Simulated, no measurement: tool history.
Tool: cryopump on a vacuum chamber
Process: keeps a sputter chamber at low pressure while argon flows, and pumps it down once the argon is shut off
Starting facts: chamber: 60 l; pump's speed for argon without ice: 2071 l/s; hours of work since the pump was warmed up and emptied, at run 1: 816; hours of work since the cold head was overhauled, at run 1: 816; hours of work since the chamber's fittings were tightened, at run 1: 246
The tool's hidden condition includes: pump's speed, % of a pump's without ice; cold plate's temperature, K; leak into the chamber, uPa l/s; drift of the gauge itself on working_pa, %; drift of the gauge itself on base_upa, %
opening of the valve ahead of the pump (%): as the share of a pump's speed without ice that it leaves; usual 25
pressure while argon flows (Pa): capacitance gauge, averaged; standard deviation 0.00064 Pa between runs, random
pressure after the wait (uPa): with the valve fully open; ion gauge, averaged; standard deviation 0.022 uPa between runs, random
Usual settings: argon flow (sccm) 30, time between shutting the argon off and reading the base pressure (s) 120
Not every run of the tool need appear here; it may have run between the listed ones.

run	hour	argon flow (sccm)	time between shutting the argon off and reading the base pressure (s)	opening of the valve ahead of the pump (%)	hours of work since the pump was warmed up and emptied	hours of work since the cold head was overhauled	hours of work since the chamber's fittings were tightened	pressure while argon flows (Pa)	pressure after the wait (uPa)
1	0	30	120	25	816	816	246	0.1079	0.8
2	56.5	30	120	25	855	855	286	0.1057	0.85
3	123.1	30	120	25	902	902	332	0.1089	0.88
4	159.4	30	120	25	927	927	358	0.1083	0.96
5	198.4	30	26	25	954	954	385	0.1095	2.61
# hour 232.3: pump warmed up, emptied and cooled again
6	240.2	30	26	25	6	980	411	0.0984	2.53
7	295.7	30	120	36	44	1019	449	0.0683	0.83
8	341.4	30	120	36	76	1051	481	0.0685	0.84
9	407.7	30	120	36	122	1097	528	0.0691	0.87
10	442.7	30	120	36	147	1121	552	0.069	0.86
11	472.6	30	120	31	168	1142	573	0.0812	0.82
12	502.4	30	120	31	189	1163	594	0.0798	0.91
13	545.1	30	120	25	218	1193	624	0.0999	0.91
14	575.1	17	120	25	239	1214	645	0.0565	0.93
15	644.4	17	120	25	288	1262	693	0.0575	0.93
16	681.2	30	120	25	314	1288	719	0.1013	0.97
17	728.6	30	120	25	347	1321	752	0.1018	0.98
18	770.1	55	42	55	376	1350	781	0.0886	1.9
19	815.1	13	87	19	407	1382	812	0.0572	1.22
20	864.8	14	268	16	442	1416	847	0.0731	0.82
21	904.3	14	268	16	469	1444	875	0.0733	0.82
22	961	30	120	28	509	1483	914	0.0932	1.09
23	1027.7	30	120	59	556	1530	961	0.0477	1.15
24	1076.5	45	120	25	590	1564	995	0.1564	1.18
25	1120.8	45	120	25	621	1595	1026	0.156	1.2
26	1179.2	45	120	25	661	1636	1067	0.156	1.23
27	1208.5	15	120	19	682	1656	1087	0.0684	1.21
28	1264	30	40	18	721	1695	1126	0.1439	2.21
29	1331.5	19	40	21	768	1742	1173	0.0792	2.19
30	1370	17	110	58	795	1769	1200	0.029	1.41
31	1418.8	17	110	58	829	1803	1234	0.0292	1.4
32	1480.3	44	32	26	872	1846	1277	0.1527	2.66
33	1524.4	44	32	26	902	1877	1308	0.1526	2.79
34	1565.5	38	170	22	931	1906	1336	0.1541	1.33

Here are 3 independent what-if runs from the current tool condition. What would each one return?
A	1594.1	44	148	33	951	1926	1356	?	?
B	1594.1	43	23	30	951	1926	1356	?	?
C	1594.1	32	120	49	951	1926	1356	?	?

run	pressure while argon flows (Pa)	pressure after the wait (uPa)
A	0.1236	1.42
B	0.1322	3.51
C	0.0654	1.5
What these runs would have given with no unlogged condition in the tool:
run	pressure while argon flows (Pa)	pressure after the wait (uPa)
A	0.1076	0.55
B	0.1164	2.63
C	0.0537	0.62

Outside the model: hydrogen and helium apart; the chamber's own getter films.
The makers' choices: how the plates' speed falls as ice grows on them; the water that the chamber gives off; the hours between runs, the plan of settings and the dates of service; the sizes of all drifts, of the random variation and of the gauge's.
